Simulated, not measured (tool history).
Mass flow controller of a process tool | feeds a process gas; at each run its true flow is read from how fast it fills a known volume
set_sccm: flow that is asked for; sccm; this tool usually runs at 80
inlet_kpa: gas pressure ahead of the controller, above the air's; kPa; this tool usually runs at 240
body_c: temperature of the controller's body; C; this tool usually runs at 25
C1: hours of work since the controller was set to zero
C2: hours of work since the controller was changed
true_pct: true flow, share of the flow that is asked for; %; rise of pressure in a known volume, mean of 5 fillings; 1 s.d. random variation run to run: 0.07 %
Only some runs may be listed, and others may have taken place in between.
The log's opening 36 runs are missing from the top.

{"run": 37, "day": 111.121, "set_sccm": 80, "inlet_kpa": 183, "body_c": 26, "C1": 3536, "C2": 3536, "true_pct": 99.87}
{"run": 38, "day": 113.554, "set_sccm": 80, "inlet_kpa": 183, "body_c": 26, "C1": 3572, "C2": 3572, "true_pct": 99.79}
{"run": 39, "day": 115.479, "set_sccm": 80, "inlet_kpa": 183, "body_c": 26, "C1": 3601, "C2": 3601, "true_pct": 99.79}
{"run": 40, "day": 119.962, "set_sccm": 80, "inlet_kpa": 183, "body_c": 26, "C1": 3668, "C2": 3668, "true_pct": 99.83}
{"run": 41, "day": 124.508, "set_sccm": 80, "inlet_kpa": 183, "body_c": 26, "C1": 3737, "C2": 3737, "true_pct": 99.76}
{"run": 42, "day": 127.646, "set_sccm": 64, "inlet_kpa": 205, "body_c": 21, "C1": 3784, "C2": 3784, "true_pct": 99.77}
{"run": 43, "day": 129.533, "set_sccm": 37, "inlet_kpa": 240, "body_c": 39, "C1": 3812, "C2": 3812, "true_pct": 102.13}
{"run": 44, "day": 131.75, "set_sccm": 116, "inlet_kpa": 280, "body_c": 39, "C1": 3846, "C2": 3846, "true_pct": 100.3}
{"run": 45, "day": 134.95, "set_sccm": 80, "inlet_kpa": 240, "body_c": 23, "C1": 3894, "C2": 3894, "true_pct": 99.51}
{"run": 46, "day": 139.325, "set_sccm": 88, "inlet_kpa": 168, "body_c": 29, "C1": 3960, "C2": 3960, "true_pct": 99.91}
{"run": 47, "day": 142.729, "set_sccm": 88, "inlet_kpa": 168, "body_c": 29, "C1": 4011, "C2": 4011, "true_pct": 99.95}
{"run": 48, "day": 144.65, "set_sccm": 80, "inlet_kpa": 198, "body_c": 22, "C1": 4040, "C2": 4040, "true_pct": 99.45}
{"run": 49, "day": 148.333, "set_sccm": 80, "inlet_kpa": 198, "body_c": 22, "C1": 4095, "C2": 4095, "true_pct": 99.56}

Branching from run 49: 3 alternative next runs. What would each branch give?
{"run": "A", "day": 152.254, "set_sccm": 48, "inlet_kpa": 231, "body_c": 25, "C1": 4154, "C2": 4154, "true_pct": "?"}
{"run": "B", "day": 152.254, "set_sccm": 45, "inlet_kpa": 145, "body_c": 27, "C1": 4154, "C2": 4154, "true_pct": "?"}
{"run": "C", "day": 152.254, "set_sccm": 94, "inlet_kpa": 182, "body_c": 38, "C1": 4154, "C2": 4154, "true_pct": "?"}

run=A true_pct=100.69
run=B true_pct=101.17
run=C true_pct=100.55
The same runs, with their run-to-run variation unchanged, on a tool lacking any hidden condition would have given:
run=A true_pct=98.92
run=B true_pct=99.21
run=C true_pct=100.21

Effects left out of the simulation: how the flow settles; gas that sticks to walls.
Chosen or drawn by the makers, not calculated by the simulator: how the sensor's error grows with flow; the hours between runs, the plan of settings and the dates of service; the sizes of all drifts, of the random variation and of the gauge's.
